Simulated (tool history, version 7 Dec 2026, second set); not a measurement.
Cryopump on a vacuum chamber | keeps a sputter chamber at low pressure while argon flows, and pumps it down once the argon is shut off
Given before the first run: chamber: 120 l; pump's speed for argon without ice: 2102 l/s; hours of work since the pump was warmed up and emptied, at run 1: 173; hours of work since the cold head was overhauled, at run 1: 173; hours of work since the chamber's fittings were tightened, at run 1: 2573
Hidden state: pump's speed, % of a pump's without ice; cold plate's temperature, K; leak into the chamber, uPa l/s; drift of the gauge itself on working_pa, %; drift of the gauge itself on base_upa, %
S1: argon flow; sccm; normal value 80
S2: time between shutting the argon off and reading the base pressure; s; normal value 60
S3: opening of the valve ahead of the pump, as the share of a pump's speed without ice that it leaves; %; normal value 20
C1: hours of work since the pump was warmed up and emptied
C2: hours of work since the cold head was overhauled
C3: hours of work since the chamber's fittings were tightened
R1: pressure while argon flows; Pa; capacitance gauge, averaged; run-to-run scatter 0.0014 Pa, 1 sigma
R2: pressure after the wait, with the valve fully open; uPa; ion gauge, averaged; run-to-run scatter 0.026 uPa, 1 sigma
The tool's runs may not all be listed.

Run 1, hour 0: usual settings; C1 173; C2 173; C3 2573. Result: R1 0.3246 Pa, R2 2.8 uPa.
Run 2, hour 14.6: usual settings but S2 94 s; C1 183; C2 183; C3 2583. Result: R1 0.3236 Pa, R2 2.55 uPa.
Run 3, hour 31.7: usual settings; C1 195; C2 195; C3 2594. Result: R1 0.3255 Pa, R2 2.88 uPa.
Run 4, hour 45.2: usual settings; C1 204; C2 204; C3 2604. Result: R1 0.3242 Pa, R2 2.89 uPa.
Run 5, hour 54.6: usual settings; C1 210; C2 210; C3 2610. Result: R1 0.3247 Pa, R2 2.78 uPa.
Run 6, hour 64.5: usual settings; C1 217; C2 217; C3 2617. Result: R1 0.3254 Pa, R2 2.88 uPa.
Run 7, hour 77.1: usual settings; C1 226; C2 226; C3 2626. Result: R1 0.3274 Pa, R2 2.88 uPa.
Run 8, hour 89: usual settings but S3 36 %; C1 234; C2 234; C3 2634. Result: R1 0.1834 Pa, R2 2.91 uPa.
Run 9, hour 106.1: usual settings but S3 34 %; C1 246; C2 246; C3 2646. Result: R1 0.1944 Pa, R2 3 uPa.
Run 10, hour 114.7: usual settings but S3 34 %; C1 252; C2 252; C3 2651. Result: R1 0.1939 Pa, R2 2.88 uPa.
Run 11, hour 123.3: usual settings but S3 16 %; C1 258; C2 258; C3 2657. Result: R1 0.4068 Pa, R2 2.82 uPa.
Run 12, hour 138.1: usual settings but S3 17 %; C1 268; C2 268; C3 2668. Result: R1 0.3835 Pa, R2 3.04 uPa.
Run 13, hour 150.8: usual settings but S2 78 s, S3 31 %; C1 277; C2 277; C3 2676. Result: R1 0.2122 Pa, R2 2.66 uPa.
Run 14, hour 158.5: usual settings but S3 29 %; C1 282; C2 282; C3 2682. Result: R1 0.2296 Pa, R2 2.95 uPa.
Run 15, hour 174.9: usual settings but S2 96 s, S3 59 %; C1 293; C2 293; C3 2693. Result: R1 0.1144 Pa, R2 2.61 uPa.
Run 16, hour 188.1: usual settings but S1 63 sccm, S2 109 s; C1 302; C2 302; C3 2702. Result: R1 0.2591 Pa, R2 2.61 uPa.
Run 17, hour 201.9: usual settings but S1 63 sccm, S2 109 s; C1 312; C2 312; C3 2711. Result: R1 0.2592 Pa, R2 2.52 uPa.
Run 18, hour 214.2: usual settings but S1 63 sccm, S2 193 s, S3 47 %; C1 320; C2 320; C3 2720. Result: R1 0.1112 Pa, R2 2.35 uPa.
Run 19, hour 221.6: usual settings but S1 63 sccm, S2 193 s, S3 47 %; C1 325; C2 325; C3 2725. Result: R1 0.1124 Pa, R2 2.35 uPa.

Hidden state or all else? Some run-to-run changes of R1, split into what the settings, what came in and random variation would give without the hidden state, and what is left for the hidden state (with any gauge scatter that isn't in both results):
Run 10 -> 11: S3 34 -> 16. R1 +0.2129 Pa: hidden state +0.0002, all else +0.2127.
Run 15 -> 16: S1 80 -> 63, S2 96 -> 109, S3 59 -> 20. R1 +0.1447 Pa: hidden state -0.0011, all else +0.1458.
